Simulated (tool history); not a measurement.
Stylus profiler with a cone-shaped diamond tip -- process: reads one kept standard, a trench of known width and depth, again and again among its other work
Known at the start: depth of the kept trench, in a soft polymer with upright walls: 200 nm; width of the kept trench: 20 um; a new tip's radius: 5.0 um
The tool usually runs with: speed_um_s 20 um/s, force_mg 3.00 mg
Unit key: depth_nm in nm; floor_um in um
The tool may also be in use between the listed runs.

{"run": 1, "hour": 0.0, "speed_um_s": 20, "force_mg": 3.0, "depth_nm": 202.33, "floor_um": 15.93}
{"run": 2, "hour": 50.2, "speed_um_s": 20, "force_mg": 3.0, "depth_nm": 202.32, "floor_um": 15.84}
{"run": 3, "hour": 89.7, "speed_um_s": 20, "force_mg": 3.0, "depth_nm": 202.41, "floor_um": 15.81}
{"run": 4, "hour": 126.1, "speed_um_s": 20, "force_mg": 3.0, "depth_nm": 202.44, "floor_um": 15.78}
{"run": 5, "hour": 173.2, "speed_um_s": 20, "force_mg": 3.0, "depth_nm": 202.31, "floor_um": 15.77}
{"run": 6, "hour": 219.6, "speed_um_s": 20, "force_mg": 3.0, "depth_nm": 202.46, "floor_um": 15.66}
{"hour": 226.6, "done": "height scale calibrated on a step standard"}
{"run": 7, "hour": 264.6, "speed_um_s": 10, "force_mg": 1.98, "depth_nm": 202.34, "floor_um": 15.7}
{"run": 8, "hour": 322.4, "speed_um_s": 10, "force_mg": 1.98, "depth_nm": 202.43, "floor_um": 15.61}
{"run": 9, "hour": 362.5, "speed_um_s": 10, "force_mg": 1.98, "depth_nm": 202.58, "floor_um": 15.59}
{"run": 10, "hour": 394.2, "speed_um_s": 23, "force_mg": 1.05, "depth_nm": 201.94, "floor_um": 15.47}
{"run": 11, "hour": 429.1, "speed_um_s": 8, "force_mg": 8.56, "depth_nm": 204.72, "floor_um": 15.55}

Here are 5 independent what-if runs from the current tool condition. What would each one return?
{"run": "A", "hour": 468.5, "speed_um_s": 30, "force_mg": 8.56, "depth_nm": "?", "floor_um": "?"}
{"run": "B", "hour": 468.5, "speed_um_s": 5, "force_mg": 5.32, "depth_nm": "?", "floor_um": "?"}
{"run": "C", "hour": 468.5, "speed_um_s": 8, "force_mg": 4.25, "depth_nm": "?", "floor_um": "?"}
{"run": "D", "hour": 468.5, "speed_um_s": 6, "force_mg": 4.84, "depth_nm": "?", "floor_um": "?"}
{"run": "E", "hour": 468.5, "speed_um_s": 39, "force_mg": 8.56, "depth_nm": "?", "floor_um": "?"}

run=A depth_nm=204.81 floor_um=15.43
run=B depth_nm=203.68 floor_um=15.44
run=C depth_nm=203.30 floor_um=15.50
run=D depth_nm=203.56 floor_um=15.49
run=E depth_nm=205.03 floor_um=15.47
With no hidden state in the tool, these same runs would have given:
run=A depth_nm=203.73 floor_um=17.12
run=B depth_nm=202.60 floor_um=17.13
run=C depth_nm=202.22 floor_um=17.19
run=D depth_nm=202.47 floor_um=17.18
run=E depth_nm=203.94 floor_um=17.16
